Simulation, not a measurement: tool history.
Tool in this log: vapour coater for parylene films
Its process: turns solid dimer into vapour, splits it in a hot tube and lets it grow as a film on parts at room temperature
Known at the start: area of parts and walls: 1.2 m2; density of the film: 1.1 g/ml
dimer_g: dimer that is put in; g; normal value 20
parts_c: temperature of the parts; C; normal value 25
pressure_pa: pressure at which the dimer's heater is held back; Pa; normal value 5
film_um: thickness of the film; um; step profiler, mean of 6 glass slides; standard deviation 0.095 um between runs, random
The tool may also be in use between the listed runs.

{"run": 1, "hour": 0.0, "dimer_g": 20, "parts_c": 25, "pressure_pa": 5, "film_um": 11.52}
{"run": 2, "hour": 17.6, "dimer_g": 20, "parts_c": 25, "pressure_pa": 5, "film_um": 11.69}
{"run": 3, "hour": 42.9, "dimer_g": 20, "parts_c": 25, "pressure_pa": 5, "film_um": 11.41}
{"run": 4, "hour": 65.7, "dimer_g": 20, "parts_c": 25, "pressure_pa": 5, "film_um": 11.51}
{"run": 5, "hour": 86.2, "dimer_g": 20, "parts_c": 25, "pressure_pa": 5, "film_um": 11.6}
{"run": 6, "hour": 107.7, "dimer_g": 20, "parts_c": 25, "pressure_pa": 5, "film_um": 11.64}
{"run": 7, "hour": 124.3, "dimer_g": 20, "parts_c": 25, "pressure_pa": 5, "film_um": 11.72}
{"run": 8, "hour": 146.9, "dimer_g": 20, "parts_c": 25, "pressure_pa": 5, "film_um": 11.72}
{"run": 9, "hour": 168.8, "dimer_g": 20, "parts_c": 24, "pressure_pa": 5, "film_um": 12.09}
{"run": 10, "hour": 190.0, "dimer_g": 20, "parts_c": 30, "pressure_pa": 5, "film_um": 9.2}
{"run": 11, "hour": 207.6, "dimer_g": 20, "parts_c": 25, "pressure_pa": 2.22, "film_um": 13.89}
{"run": 12, "hour": 234.3, "dimer_g": 20, "parts_c": 25, "pressure_pa": 2.22, "film_um": 13.92}
{"run": 13, "hour": 260.4, "dimer_g": 20, "parts_c": 19, "pressure_pa": 5, "film_um": 14.91}
{"run": 14, "hour": 283.5, "dimer_g": 26, "parts_c": 25, "pressure_pa": 5, "film_um": 14.96}
{"run": 15, "hour": 296.1, "dimer_g": 12, "parts_c": 20, "pressure_pa": 5, "film_um": 8.83}
{"run": 16, "hour": 316.7, "dimer_g": 12, "parts_c": 25, "pressure_pa": 2.11, "film_um": 8.31}
{"run": 17, "hour": 335.8, "dimer_g": 8, "parts_c": 25, "pressure_pa": 2.28, "film_um": 5.46}
{"run": 18, "hour": 352.1, "dimer_g": 8, "parts_c": 25, "pressure_pa": 4.42, "film_um": 4.79}
{"run": 19, "hour": 366.2, "dimer_g": 8, "parts_c": 25, "pressure_pa": 4.42, "film_um": 4.82}
{"run": 20, "hour": 385.0, "dimer_g": 11, "parts_c": 29, "pressure_pa": 4.23, "film_um": 5.51}
{"run": 21, "hour": 407.0, "dimer_g": 11, "parts_c": 28, "pressure_pa": 4.13, "film_um": 5.81}
{"run": 22, "hour": 427.2, "dimer_g": 9, "parts_c": 31, "pressure_pa": 5, "film_um": 3.86}
{"run": 23, "hour": 440.7, "dimer_g": 31, "parts_c": 17, "pressure_pa": 8.41, "film_um": 22.86}
{"run": 24, "hour": 460.0, "dimer_g": 31, "parts_c": 17, "pressure_pa": 5.2, "film_um": 23.04}
{"run": 25, "hour": 486.2, "dimer_g": 31, "parts_c": 17, "pressure_pa": 5.2, "film_um": 23.06}
{"run": 26, "hour": 510.2, "dimer_g": 31, "parts_c": 17, "pressure_pa": 2.36, "film_um": 23.04}
{"run": 27, "hour": 525.4, "dimer_g": 31, "parts_c": 17, "pressure_pa": 2.36, "film_um": 22.58}
{"run": 28, "hour": 543.0, "dimer_g": 31, "parts_c": 17, "pressure_pa": 2.36, "film_um": 23.46}

Taken out of this log: 1 entry between the listed runs. Where each belongs, and how the hidden state differs across it:
After run 13, before run 14: trap's valve overhauled (hour 280.7)
  vapour lost through the trap's worn valve, %: 0.2 -> 0
